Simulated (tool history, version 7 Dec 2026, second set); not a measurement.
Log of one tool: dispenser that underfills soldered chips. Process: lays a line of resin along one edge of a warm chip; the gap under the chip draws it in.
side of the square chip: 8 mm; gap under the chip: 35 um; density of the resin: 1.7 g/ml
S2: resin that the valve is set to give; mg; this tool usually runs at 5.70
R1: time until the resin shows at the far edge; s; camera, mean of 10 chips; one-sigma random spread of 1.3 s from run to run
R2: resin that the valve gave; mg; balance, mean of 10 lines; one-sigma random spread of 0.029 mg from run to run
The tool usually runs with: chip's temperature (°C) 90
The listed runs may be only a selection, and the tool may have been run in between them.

{"run": 1, "hour": 0.0, "chip's temperature (°C)": 90, "S2": 5.7, "R1": 137.9, "R2": 5.42}
{"hour": 7.9, "done": "new syringe of resin"}
{"run": 2, "hour": 7.9, "chip's temperature (°C)": 90, "S2": 5.7, "R1": 132.7, "R2": 5.38}
{"hour": 17.4, "done": "new syringe of resin"}
{"run": 3, "hour": 17.5, "chip's temperature (°C)": 90, "S2": 6.65, "R1": 128.9, "R2": 6.29}
{"hour": 26.5, "done": "new syringe of resin"}
{"run": 4, "hour": 26.5, "chip's temperature (°C)": 90, "S2": 6.65, "R1": 129.7, "R2": 6.25}
{"run": 5, "hour": 35.0, "chip's temperature (°C)": 85, "S2": 5.7, "R1": 243.4, "R2": 5.28}
{"hour": 35.9, "done": "new syringe of resin"}
{"run": 6, "hour": 42.2, "chip's temperature (°C)": 85, "S2": 5.7, "R1": 217.9, "R2": 5.33}
{"hour": 45.9, "done": "new syringe of resin"}
{"run": 7, "hour": 50.1, "chip's temperature (°C)": 85, "S2": 5.03, "R1": 202.1, "R2": 4.64}
{"hour": 54.2, "done": "dispensing valve cleaned and set on the balance"}
{"hour": 56.4, "done": "new syringe of resin"}
{"run": 8, "hour": 59.3, "chip's temperature (°C)": 90, "S2": 5.7, "R1": 153.3, "R2": 5.69}
{"hour": 65.7, "done": "new syringe of resin"}
{"run": 9, "hour": 65.8, "chip's temperature (°C)": 90, "S2": 5.7, "R1": 132.1, "R2": 5.67}
{"run": 10, "hour": 73.6, "chip's temperature (°C)": 90, "S2": 5.7, "R1": 194.0, "R2": 5.63}
{"hour": 74.8, "done": "new syringe of resin"}
{"hour": 84.4, "done": "new syringe of resin"}
{"run": 11, "hour": 85.9, "chip's temperature (°C)": 89, "S2": 5.7, "R1": 150.6, "R2": 5.66}
{"hour": 93.9, "done": "new syringe of resin"}
{"run": 12, "hour": 94.5, "chip's temperature (°C)": 90, "S2": 5.7, "R1": 135.8, "R2": 5.6}
{"hour": 103.7, "done": "new syringe of resin"}
{"run": 13, "hour": 104.0, "chip's temperature (°C)": 90, "S2": 5.7, "R1": 137.3, "R2": 5.55}
{"hour": 112.9, "done": "new syringe of resin"}
{"run": 14, "hour": 112.9, "chip's temperature (°C)": 90, "S2": 5.7, "R1": 130.1, "R2": 5.56}
{"run": 15, "hour": 118.0, "chip's temperature (°C)": 90, "S2": 5.7, "R1": 166.9, "R2": 5.55}
{"hour": 122.6, "done": "new syringe of resin"}
{"run": 16, "hour": 123.5, "chip's temperature (°C)": 86, "S2": 5.7, "R1": 157.6, "R2": 5.49}
{"run": 17, "hour": 130.1, "chip's temperature (°C)": 90, "S2": 5.7, "R1": 186.9, "R2": 5.58}
{"hour": 132.1, "done": "new syringe of resin"}
{"run": 18, "hour": 136.8, "chip's temperature (°C)": 84, "S2": 5.65, "R1": 209.4, "R2": 5.48}
{"hour": 141.8, "done": "new syringe of resin"}
{"run": 19, "hour": 144.3, "chip's temperature (°C)": 98, "S2": 4.88, "R1": 115.9, "R2": 4.74}
{"hour": 150.8, "done": "new syringe of resin"}
{"run": 20, "hour": 150.8, "chip's temperature (°C)": 78, "S2": 5.83, "R1": 213.4, "R2": 5.59}
{"run": 21, "hour": 158.5, "chip's temperature (°C)": 101, "S2": 6.91, "R1": 131.1, "R2": 6.59}
{"hour": 160.4, "done": "new syringe of resin"}
{"run": 22, "hour": 168.2, "chip's temperature (°C)": 104, "S2": 6.59, "R1": 114.7, "R2": 6.31}
{"hour": 170.2, "done": "new syringe of resin"}
{"hour": 179.5, "done": "new syringe of resin"}
{"run": 23, "hour": 179.8, "chip's temperature (°C)": 93, "S2": 5.7, "R1": 123.7, "R2": 5.44}
{"hour": 188.8, "done": "new syringe of resin"}
{"run": 24, "hour": 188.8, "chip's temperature (°C)": 93, "S2": 5.7, "R1": 123.7, "R2": 5.42}
{"run": 25, "hour": 194.1, "chip's temperature (°C)": 90, "S2": 6.58, "R1": 173.4, "R2": 6.21}
{"hour": 197.9, "done": "new syringe of resin"}
{"run": 26, "hour": 204.2, "chip's temperature (°C)": 90, "S2": 6.58, "R1": 180.8, "R2": 6.21}
{"hour": 207.7, "done": "new syringe of resin"}
{"run": 27, "hour": 212.5, "chip's temperature (°C)": 90, "S2": 6.58, "R1": 165.1, "R2": 6.13}
{"hour": 217.0, "done": "new syringe of resin"}
{"run": 28, "hour": 224.3, "chip's temperature (°C)": 90, "S2": 6.58, "R1": 189.2, "R2": 6.18}
{"hour": 226.1, "done": "new syringe of resin"}
{"run": 29, "hour": 232.2, "chip's temperature (°C)": 83, "S2": 5.9, "R1": 232.7, "R2": 5.52}

What does the tool deliver on the next run?
{"hour": 235.8, "done": "new syringe of resin"}
{"run": 30, "hour": 239.4, "chip's temperature (°C)": 90, "S2": 6.15, "R1": "?", "R2": "?"}

{"run 30": {"R1": 155.2, "R2": 5.72}}
Were there no unlogged condition in the tool, this run, its random variation unchanged, would have produced R1 124.9 s, R2 6.15 mg.
